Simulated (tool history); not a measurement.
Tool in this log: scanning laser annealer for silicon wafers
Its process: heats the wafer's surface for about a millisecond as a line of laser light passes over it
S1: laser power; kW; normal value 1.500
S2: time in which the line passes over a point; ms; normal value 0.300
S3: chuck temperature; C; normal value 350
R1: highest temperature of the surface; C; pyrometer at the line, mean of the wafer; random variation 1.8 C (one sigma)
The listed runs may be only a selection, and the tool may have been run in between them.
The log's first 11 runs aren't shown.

-- hour=362.1 window over the wafer cleaned
run 12 hour=362.8 | S1=1.500 S2=0.300 S3=350 | R1=1055
run 13 hour=407.7 | S1=1.500 S2=0.300 S3=350 | R1=1058
run 14 hour=432.5 | S1=1.500 S2=0.300 S3=350 | R1=1053
run 15 hour=465.9 | S1=1.500 S2=0.300 S3=350 | R1=1053
run 16 hour=499.7 | S1=1.500 S2=0.300 S3=350 | R1=1050
run 17 hour=532.0 | S1=1.500 S2=0.300 S3=350 | R1=1049
run 18 hour=570.0 | S1=1.500 S2=0.300 S3=350 | R1=1044
run 19 hour=605.3 | S1=1.500 S2=0.313 S3=350 | R1=1058
run 20 hour=632.3 | S1=1.500 S2=0.300 S3=350 | R1=1044
run 21 hour=674.0 | S1=1.500 S2=0.300 S3=360 | R1=1051
run 22 hour=721.3 | S1=1.416 S2=0.295 S3=315 | R1=947
run 23 hour=763.2 | S1=1.318 S2=0.258 S3=327 | R1=864
-- hour=771.3 optics aligned, line set to its width
run 24 hour=812.1 | S1=1.406 S2=0.303 S3=360 | R1=999

The next listed run, before its measurement:
run 25 hour=844.0 | S1=1.406 S2=0.303 S3=360 | R1=?

R1: 1001 C
Take away the tool's hidden state, keep the run-to-run variation as it was, and the same run would have given R1 1036 C.
